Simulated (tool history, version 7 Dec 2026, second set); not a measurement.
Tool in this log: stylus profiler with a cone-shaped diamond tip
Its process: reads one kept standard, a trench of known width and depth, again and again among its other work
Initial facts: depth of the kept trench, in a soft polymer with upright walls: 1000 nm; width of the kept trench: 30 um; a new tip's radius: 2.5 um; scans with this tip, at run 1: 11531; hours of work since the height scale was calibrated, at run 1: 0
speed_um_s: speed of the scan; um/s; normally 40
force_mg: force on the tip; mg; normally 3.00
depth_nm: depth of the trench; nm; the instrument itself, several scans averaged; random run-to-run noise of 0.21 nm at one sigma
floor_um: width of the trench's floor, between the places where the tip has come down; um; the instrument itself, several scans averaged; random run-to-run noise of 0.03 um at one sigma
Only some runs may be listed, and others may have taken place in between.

run	hour	speed_um_s	force_mg	scans with this tip	hours of work since the height scale was calibrated	depth_nm	floor_um
1	0.0	40	3.00	11531	0	1010.00	23.81
2	35.2	40	3.00	11702	21	1010.13	23.79
3	63.6	144	3.00	11841	37	1009.73	23.34
4	105.7	144	3.00	12046	62	1009.93	23.36
5	143.9	21	3.00	12232	85	1009.51	23.72
6	188.0	21	3.00	12446	110	1010.03	23.72
7	215.8	40	3.00	12581	127	1009.59	23.59
8	278.4	40	3.00	12886	164	1009.83	23.58
9	309.4	40	3.00	13037	182	1009.47	23.55
10	350.2	40	3.00	13236	206	1009.32	23.59
11	391.9	28	2.17	13439	230	1007.53	23.51
12	439.8	20	2.17	13672	258	1007.29	23.50
13	503.3	46	1.81	13981	296	1006.16	23.39
14	546.4	46	1.81	14191	321	1006.06	23.35
# hour 580.7: new tip fitted, height scale calibrated
15	599.5	28	1.52	91	11	1006.10	25.91
16	654.2	139	1.34	358	43	1005.67	25.29
17	717.5	11	1.25	666	80	1005.43	25.85
18	779.0	16	3.00	965	116	1009.66	25.86
19	837.2	16	3.00	1248	151	1009.12	25.77
20	887.5	59	1.32	1493	180	1004.91	25.44

Predict each of these 3 candidate next runs independently; none follows another, all start after run 20:
A	932.4	54	5.41	1712	207	?	?
B	932.4	14	1.30	1712	207	?	?
C	932.4	10	4.63	1712	207	?	?

run	depth_nm	floor_um
A	1013.75	25.59
B	1005.03	25.63
C	1012.44	25.63
What these runs would have given with no unlogged condition in the tool:
run	depth_nm	floor_um
A	1014.19	25.87
B	1005.46	25.91
C	1012.87	25.92

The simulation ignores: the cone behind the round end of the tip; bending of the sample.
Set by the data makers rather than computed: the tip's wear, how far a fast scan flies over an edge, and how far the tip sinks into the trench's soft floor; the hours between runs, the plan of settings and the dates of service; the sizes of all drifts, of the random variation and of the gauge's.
